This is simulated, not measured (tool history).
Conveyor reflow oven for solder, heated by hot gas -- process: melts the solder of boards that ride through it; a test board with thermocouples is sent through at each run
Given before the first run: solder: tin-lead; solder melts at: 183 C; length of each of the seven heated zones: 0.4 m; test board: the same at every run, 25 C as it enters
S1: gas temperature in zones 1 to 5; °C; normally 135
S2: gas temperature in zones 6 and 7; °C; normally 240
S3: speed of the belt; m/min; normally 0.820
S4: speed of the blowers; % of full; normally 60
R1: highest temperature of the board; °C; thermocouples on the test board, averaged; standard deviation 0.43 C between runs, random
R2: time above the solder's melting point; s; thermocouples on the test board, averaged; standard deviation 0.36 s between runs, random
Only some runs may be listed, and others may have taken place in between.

{"run": 1, "hour": 0.0, "S1": 135, "S2": 240, "S3": 0.82, "S4": 60, "R1": 211.4, "R2": 37.1}
{"run": 2, "hour": 64.7, "S1": 135, "S2": 240, "S3": 0.82, "S4": 60, "R1": 215.0, "R2": 41.1}
{"run": 3, "hour": 119.4, "S1": 135, "S2": 240, "S3": 0.739, "S4": 60, "R1": 218.6, "R2": 48.0}
{"run": 4, "hour": 166.2, "S1": 135, "S2": 240, "S3": 0.739, "S4": 60, "R1": 218.1, "R2": 47.9}
{"run": 5, "hour": 215.2, "S1": 135, "S2": 240, "S3": 0.739, "S4": 60, "R1": 217.7, "R2": 48.0}
{"run": 6, "hour": 257.1, "S1": 135, "S2": 240, "S3": 0.739, "S4": 60, "R1": 217.5, "R2": 48.2}
{"run": 7, "hour": 313.2, "S1": 149, "S2": 240, "S3": 0.82, "S4": 60, "R1": 217.5, "R2": 44.9}
{"run": 8, "hour": 344.9, "S1": 149, "S2": 240, "S3": 0.82, "S4": 60, "R1": 216.7, "R2": 45.1}
{"run": 9, "hour": 372.6, "S1": 149, "S2": 240, "S3": 0.82, "S4": 60, "R1": 216.8, "R2": 45.6}
{"run": 10, "hour": 398.0, "S1": 149, "S2": 240, "S3": 0.82, "S4": 60, "R1": 216.6, "R2": 46.1}
{"run": 11, "hour": 423.9, "S1": 149, "S2": 240, "S3": 0.82, "S4": 70, "R1": 219.1, "R2": 47.6}
{"run": 12, "hour": 468.6, "S1": 149, "S2": 240, "S3": 0.82, "S4": 70, "R1": 219.2, "R2": 47.6}
{"run": 13, "hour": 511.9, "S1": 149, "S2": 240, "S3": 0.82, "S4": 70, "R1": 217.7, "R2": 46.9}
{"run": 14, "hour": 544.7, "S1": 140, "S2": 240, "S3": 0.82, "S4": 60, "R1": 213.1, "R2": 40.0}
{"run": 15, "hour": 577.9, "S1": 147, "S2": 240, "S3": 0.82, "S4": 60, "R1": 215.4, "R2": 43.7}
{"run": 16, "hour": 629.4, "S1": 135, "S2": 249, "S3": 0.82, "S4": 60, "R1": 218.0, "R2": 42.3}
{"run": 17, "hour": 655.9, "S1": 135, "S2": 249, "S3": 0.82, "S4": 60, "R1": 218.5, "R2": 41.2}
{"run": 18, "hour": 705.5, "S1": 137, "S2": 240, "S3": 0.82, "S4": 60, "R1": 215.3, "R2": 41.7}
{"run": 19, "hour": 760.3, "S1": 137, "S2": 240, "S3": 0.82, "S4": 74, "R1": 218.9, "R2": 44.7}
{"run": 20, "hour": 802.4, "S1": 137, "S2": 240, "S3": 0.82, "S4": 51, "R1": 210.9, "R2": 38.3}
{"run": 21, "hour": 836.0, "S1": 137, "S2": 249, "S3": 0.82, "S4": 51, "R1": 217.4, "R2": 43.0}
{"run": 22, "hour": 875.5, "S1": 126, "S2": 247, "S3": 0.936, "S4": 68, "R1": 214.5, "R2": 32.4}
{"run": 23, "hour": 902.7, "S1": 135, "S2": 254, "S3": 0.948, "S4": 60, "R1": 217.8, "R2": 36.5}
{"run": 24, "hour": 951.8, "S1": 135, "S2": 254, "S3": 0.948, "S4": 60, "R1": 217.1, "R2": 36.0}
{"run": 25, "hour": 1005.1, "S1": 149, "S2": 247, "S3": 0.748, "S4": 64, "R1": 226.6, "R2": 56.8}
{"run": 26, "hour": 1033.8, "S1": 149, "S2": 247, "S3": 0.748, "S4": 64, "R1": 227.1, "R2": 57.0}
{"run": 27, "hour": 1092.9, "S1": 149, "S2": 247, "S3": 0.892, "S4": 58, "R1": 216.8, "R2": 42.6}
{"run": 28, "hour": 1130.6, "S1": 149, "S2": 247, "S3": 0.892, "S4": 58, "R1": 217.3, "R2": 41.7}
{"run": 29, "hour": 1193.0, "S1": 149, "S2": 247, "S3": 0.892, "S4": 58, "R1": 216.2, "R2": 40.0}
{"run": 30, "hour": 1249.0, "S1": 149, "S2": 238, "S3": 0.755, "S4": 58, "R1": 215.2, "R2": 48.8}

Between the runs listed above, the log contained 4 entries, not reproduced here. Where in the sequence does each belong, and how does what the log doesn't record of the tool's condition differ from the listed run before to the listed run after?
Logged between run 1 and run 2: flux residue cleaned out of gas plates and filters (hour 44.8)
  heat that the gas passes to the board, % of a clean oven's: 86.7 -> 98.6; belt's true speed, % of the reading: 99.79 -> 99.75; true gas temperature in zones 6 and 7 over the reading, C: 0.55 -> 0.52
  difference, measured minus the result without the unlogged condition, R1: -4.0 -> +0.1 °C; R2: -3.3 -> +0.2 s
Logged between run 17 and run 18: flux residue cleaned out of gas plates and filters (hour 677.4)
  heat that the gas passes to the board, % of a clean oven's: 86.9 -> 98.6; belt's true speed, % of the reading: 99.38 -> 99.35; true gas temperature in zones 6 and 7 over the reading, C: 0.16 -> 0.14
  difference, measured minus the result without the unlogged condition, R1: -4.2 -> -0.1 °C; R2: -2.6 -> +0.2 s
Logged between run 19 and run 20: thermocouples of zones 6 and 7 changed (hour 797.8)
  heat that the gas passes to the board, % of a clean oven's: 97.4 -> 96.6; belt's true speed, % of the reading: 99.32 -> 99.29; true gas temperature in zones 6 and 7 over the reading, C: 0.1 -> 0.16
  difference, measured minus the result without the unlogged condition, R1: -0.5 -> -0.5 °C; R2: -0.1 -> -0.2 s
Logged between run 28 and run 29: belt drive overhauled, speed set with a stopwatch (hour 1191.9)
  heat that the gas passes to the board, % of a clean oven's: 89.9 -> 88.8; belt's true speed, % of the reading: 99.08 -> 99.92; true gas temperature in zones 6 and 7 over the reading, C: -0.03 -> -0.07
  difference, measured minus the result without the unlogged condition, R1: -2.9 -> -3.7 °C; R2: -1.6 -> -2.6 s
